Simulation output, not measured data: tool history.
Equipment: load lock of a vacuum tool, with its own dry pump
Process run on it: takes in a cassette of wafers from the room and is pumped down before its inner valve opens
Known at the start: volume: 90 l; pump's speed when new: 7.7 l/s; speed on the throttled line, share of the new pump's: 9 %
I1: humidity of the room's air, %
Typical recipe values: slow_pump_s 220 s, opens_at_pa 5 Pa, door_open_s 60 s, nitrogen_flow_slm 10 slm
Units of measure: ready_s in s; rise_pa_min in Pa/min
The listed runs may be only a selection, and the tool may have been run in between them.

run 1 day=0.000 | slow_pump_s=220 opens_at_pa=5 door_open_s=60 nitrogen_flow_slm=10 | I1=46.5 | ready_s=330.5 rise_pa_min=0.074
run 2 day=12.546 | slow_pump_s=220 opens_at_pa=5 door_open_s=60 nitrogen_flow_slm=10 | I1=42.5 | ready_s=328.5 rise_pa_min=0.073
run 3 day=28.475 | slow_pump_s=220 opens_at_pa=5 door_open_s=34 nitrogen_flow_slm=10 | I1=42.7 | ready_s=330.2 rise_pa_min=0.061
run 4 day=42.442 | slow_pump_s=220 opens_at_pa=5 door_open_s=34 nitrogen_flow_slm=10 | I1=42.9 | ready_s=330.2 rise_pa_min=0.067
run 5 day=49.996 | slow_pump_s=220 opens_at_pa=5 door_open_s=34 nitrogen_flow_slm=10 | I1=46.2 | ready_s=330.3 rise_pa_min=0.071
run 6 day=64.150 | slow_pump_s=220 opens_at_pa=5 door_open_s=34 nitrogen_flow_slm=10 | I1=45.0 | ready_s=329.9 rise_pa_min=0.078
run 7 day=74.683 | slow_pump_s=220 opens_at_pa=5 door_open_s=34 nitrogen_flow_slm=10 | I1=45.8 | ready_s=329.6 rise_pa_min=0.076
run 8 day=89.938 | slow_pump_s=220 opens_at_pa=5 door_open_s=60 nitrogen_flow_slm=31 | I1=43.2 | ready_s=330.8 rise_pa_min=0.078
run 9 day=97.804 | slow_pump_s=220 opens_at_pa=5 door_open_s=37 nitrogen_flow_slm=10 | I1=46.7 | ready_s=333.0 rise_pa_min=0.086
run 10 day=112.725 | slow_pump_s=220 opens_at_pa=5 door_open_s=153 nitrogen_flow_slm=10 | I1=47.3 | ready_s=332.5 rise_pa_min=0.117
run 11 day=122.854 | slow_pump_s=419 opens_at_pa=4 door_open_s=58 nitrogen_flow_slm=10 | I1=47.7 | ready_s=514.5 rise_pa_min=0.098
run 12 day=138.762 | slow_pump_s=218 opens_at_pa=4 door_open_s=50 nitrogen_flow_slm=10 | I1=44.4 | ready_s=334.1 rise_pa_min=0.096
run 13 day=151.608 | slow_pump_s=218 opens_at_pa=6 door_open_s=50 nitrogen_flow_slm=8 | I1=45.4 | ready_s=327.8 rise_pa_min=0.095
run 14 day=165.817 | slow_pump_s=218 opens_at_pa=6 door_open_s=134 nitrogen_flow_slm=8 | I1=45.3 | ready_s=329.1 rise_pa_min=0.130
run 15 day=175.783 | slow_pump_s=220 opens_at_pa=4 door_open_s=60 nitrogen_flow_slm=10 | I1=46.3 | ready_s=337.0 rise_pa_min=0.107
run 16 day=185.188 | slow_pump_s=138 opens_at_pa=6 door_open_s=49 nitrogen_flow_slm=5 | I1=43.7 | ready_s=258.1 rise_pa_min=0.108
run 17 day=198.346 | slow_pump_s=178 opens_at_pa=7 door_open_s=85 nitrogen_flow_slm=10 | I1=44.2 | ready_s=291.8 rise_pa_min=0.125

4 ways to go on from here, each from the tool as it stands after run 17. What would each give?
run A day=206.358 | slow_pump_s=382 opens_at_pa=4 door_open_s=122 nitrogen_flow_slm=10 | I1=42.9 | ready_s=? rise_pa_min=?
run B day=206.358 | slow_pump_s=178 opens_at_pa=6 door_open_s=186 nitrogen_flow_slm=11 | I1=45.8 | ready_s=? rise_pa_min=?
run C day=206.358 | slow_pump_s=220 opens_at_pa=4 door_open_s=60 nitrogen_flow_slm=10 | I1=46.0 | ready_s=? rise_pa_min=?
run D day=206.358 | slow_pump_s=233 opens_at_pa=5 door_open_s=60 nitrogen_flow_slm=10 | I1=44.8 | ready_s=? rise_pa_min=?

run=A ready_s=485.5 rise_pa_min=0.131
run=B ready_s=294.7 rise_pa_min=0.145
run=C ready_s=339.3 rise_pa_min=0.114
run=D ready_s=346.5 rise_pa_min=0.105
Stripped of hidden state, with their random variation kept, the same runs would have yielded:
run=A ready_s=469.9 rise_pa_min=0.062
run=B ready_s=277.1 rise_pa_min=0.075
run=C ready_s=321.2 rise_pa_min=0.045
run=D ready_s=329.3 rise_pa_min=0.037
